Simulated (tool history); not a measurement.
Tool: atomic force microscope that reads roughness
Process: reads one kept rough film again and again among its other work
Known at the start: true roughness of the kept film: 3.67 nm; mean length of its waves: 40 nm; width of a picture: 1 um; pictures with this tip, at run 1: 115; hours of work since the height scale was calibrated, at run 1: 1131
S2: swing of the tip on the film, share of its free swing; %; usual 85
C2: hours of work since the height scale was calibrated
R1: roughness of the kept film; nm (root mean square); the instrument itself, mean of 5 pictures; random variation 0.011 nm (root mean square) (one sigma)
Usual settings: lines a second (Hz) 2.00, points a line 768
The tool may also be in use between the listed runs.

run 1 hour=0.0 | lines_a_second_(Hz)=2.00 S2=85 points_a_line=768 | pictures_with_this_tip=115 C2=1131 | R1=2.343
-- hour=23.2 new tip fitted
run 2 hour=32.9 | lines_a_second_(Hz)=2.00 S2=85 points_a_line=768 | pictures_with_this_tip=21 C2=1154 | R1=2.540
run 3 hour=62.8 | lines_a_second_(Hz)=2.00 S2=85 points_a_line=768 | pictures_with_this_tip=89 C2=1175 | R1=2.398
-- hour=98.5 new tip fitted
run 4 hour=98.5 | lines_a_second_(Hz)=2.00 S2=85 points_a_line=768 | pictures_with_this_tip=0 C2=1199 | R1=2.600
run 5 hour=120.7 | lines_a_second_(Hz)=2.00 S2=85 points_a_line=768 | pictures_with_this_tip=50 C2=1215 | R1=2.490
run 6 hour=143.8 | lines_a_second_(Hz)=2.00 S2=56 points_a_line=768 | pictures_with_this_tip=102 C2=1231 | R1=2.826
run 7 hour=167.6 | lines_a_second_(Hz)=1.34 S2=72 points_a_line=258 | pictures_with_this_tip=156 C2=1247 | R1=2.584
-- hour=172.2 new tip fitted
run 8 hour=199.8 | lines_a_second_(Hz)=1.21 S2=79 points_a_line=258 | pictures_with_this_tip=62 C2=1269 | R1=2.742
-- hour=245.3 new tip fitted
run 9 hour=245.3 | lines_a_second_(Hz)=1.21 S2=79 points_a_line=258 | pictures_with_this_tip=0 C2=1301 | R1=2.903
run 10 hour=281.7 | lines_a_second_(Hz)=1.32 S2=67 points_a_line=258 | pictures_with_this_tip=82 C2=1326 | R1=2.834
-- hour=317.9 new tip fitted
run 11 hour=329.1 | lines_a_second_(Hz)=0.71 S2=72 points_a_line=403 | pictures_with_this_tip=25 C2=1359 | R1=3.038

Hidden state or all else? Some run-to-run changes of R1, split into what the settings, what came in and random variation would give without the hidden state, and what is left for the hidden state (with any gauge scatter that isn't in both results):
The hidden state here: radius of the tip, nm; height scale over the true one, %; drift of the gauge itself on roughness_nm, %.
Run 5 -> 6: S2 85 -> 56. R1 +0.336 nm (root mean square): hidden state -0.165, all else +0.501.
Run 9 -> 10: lines a second (Hz) 1.21 -> 1.32, S2 79 -> 67. R1 -0.069 nm (root mean square): hidden state -0.246, all else +0.177.
